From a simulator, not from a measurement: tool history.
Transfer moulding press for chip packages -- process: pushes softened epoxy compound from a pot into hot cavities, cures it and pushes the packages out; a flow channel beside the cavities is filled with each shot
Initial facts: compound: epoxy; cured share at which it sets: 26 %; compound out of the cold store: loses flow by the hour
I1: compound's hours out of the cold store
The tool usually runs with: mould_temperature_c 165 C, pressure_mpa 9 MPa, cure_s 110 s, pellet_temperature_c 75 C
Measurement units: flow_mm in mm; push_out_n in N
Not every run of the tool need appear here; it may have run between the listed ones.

Run 1, hour 0: usual settings; I1 29.2. Result: flow_mm 907 mm, push_out_n 462 N.
Run 2, hour 38.1: usual settings but pressure_mpa 8.27 MPa; I1 23.3. Result: flow_mm 882 mm, push_out_n 501 N.
At hour 61.7: cavities cleaned with cleaning compound and waxed.
Run 3, hour 73.5: usual settings but pressure_mpa 8.27 MPa; I1 27.5. Result: flow_mm 850 mm, push_out_n 420 N.
Run 4, hour 110: usual settings but mould_temperature_c 164 C; I1 37.8. Result: flow_mm 877 mm, push_out_n 454 N.
Run 5, hour 137: usual settings but cure_s 109 s; I1 31.3. Result: flow_mm 870 mm, push_out_n 498 N.
Run 6, hour 163.3: usual settings but pressure_mpa 10 MPa; I1 8. Result: flow_mm 1016 mm, push_out_n 483 N.
At hour 197.3: cavities cleaned with cleaning compound and waxed.
Run 7, hour 207: usual settings but cure_s 126 s; I1 12.6. Result: flow_mm 954 mm, push_out_n 355 N.
Run 8, hour 239.4: usual settings but cure_s 126 s; I1 28.3. Result: flow_mm 883 mm, push_out_n 381 N.
At hour 245.1: mould's thermocouples calibrated.
Run 9, hour 267.2: usual settings but pellet_temperature_c 72 C; I1 23.9. Result: flow_mm 898 mm, push_out_n 484 N.
Run 10, hour 307.7: usual settings but pellet_temperature_c 72 C; I1 12.1. Result: flow_mm 950 mm, push_out_n 535 N.
At hour 333.8: cavities cleaned with cleaning compound and waxed.
Run 11, hour 341.6: usual settings but pellet_temperature_c 72 C; I1 46.4. Result: flow_mm 800 mm, push_out_n 390 N.
At hour 361.1: mould's thermocouples calibrated, once more.
Run 12, hour 381.3: usual settings but pellet_temperature_c 72 C; I1 24.9. Result: flow_mm 873 mm, push_out_n 432 N.
Run 13, hour 407.1: usual settings but pellet_temperature_c 72 C; I1 44.2. Result: flow_mm 782 mm, push_out_n 442 N.
Run 14, hour 439.6: usual settings but pellet_temperature_c 72 C; I1 44.8. Result: flow_mm 809 mm, push_out_n 485 N.
Run 15, hour 465.4: usual settings but mould_temperature_c 166 C, pressure_mpa 6.8 MPa; I1 43.5. Result: flow_mm 698 mm, push_out_n 489 N.
At hour 470.5: cavities cleaned with cleaning compound and waxed.
Run 16, hour 487.2: usual settings but mould_temperature_c 166 C, pressure_mpa 7.33 MPa, cure_s 144 s, pellet_temperature_c 68 C; I1 30. Result: flow_mm 760 mm, push_out_n 342 N.
Run 17, hour 520.8: usual settings but mould_temperature_c 166 C, pressure_mpa 7.33 MPa, cure_s 144 s, pellet_temperature_c 68 C; I1 30.7. Result: flow_mm 763 mm, push_out_n 382 N.
Run 18, hour 560.3: usual settings but mould_temperature_c 159 C, pressure_mpa 7.33 MPa, cure_s 118 s, pellet_temperature_c 68 C; I1 19.4. Result: flow_mm 799 mm, push_out_n 570 N.
Run 19, hour 592.9: usual settings but pressure_mpa 7.84 MPa, pellet_temperature_c 80 C; I1 45.7. Result: flow_mm 724 mm, push_out_n 474 N.
At hour 605.2: cavities cleaned with cleaning compound and waxed.
Run 20, hour 620.2: usual settings but mould_temperature_c 173 C, pressure_mpa 10.25 MPa, pellet_temperature_c 80 C; I1 15.4. Result: flow_mm 921 mm, push_out_n 338 N.
At hour 650.9: plunger's sealing rings changed.
Run 21, hour 650.9: usual settings but mould_temperature_c 173 C, pressure_mpa 10.25 MPa, pellet_temperature_c 80 C; I1 36.4. Result: flow_mm 911 mm, push_out_n 359 N.
Run 22, hour 681.8: usual settings but mould_temperature_c 173 C, pressure_mpa 10.25 MPa, pellet_temperature_c 80 C; I1 46.4. Result: flow_mm 872 mm, push_out_n 406 N.
Run 23, hour 710.7: usual settings but mould_temperature_c 158 C, pressure_mpa 8.78 MPa, pellet_temperature_c 80 C; I1 12.1. Result: flow_mm 973 mm, push_out_n 743 N.

Predict the results of run 24:
At hour 743.9: cavities cleaned with cleaning compound and waxed.
Run 24, hour 747.8: usual settings but pressure_mpa 7.61 MPa, pellet_temperature_c 68 C; I1 31. Result: flow_mm ?, push_out_n ?.

For run 24 the tool returned flow_mm 807 mm, push_out_n 372 N.
With no hidden state in the tool, this same run would have given flow_mm 817 mm, push_out_n 356 N.
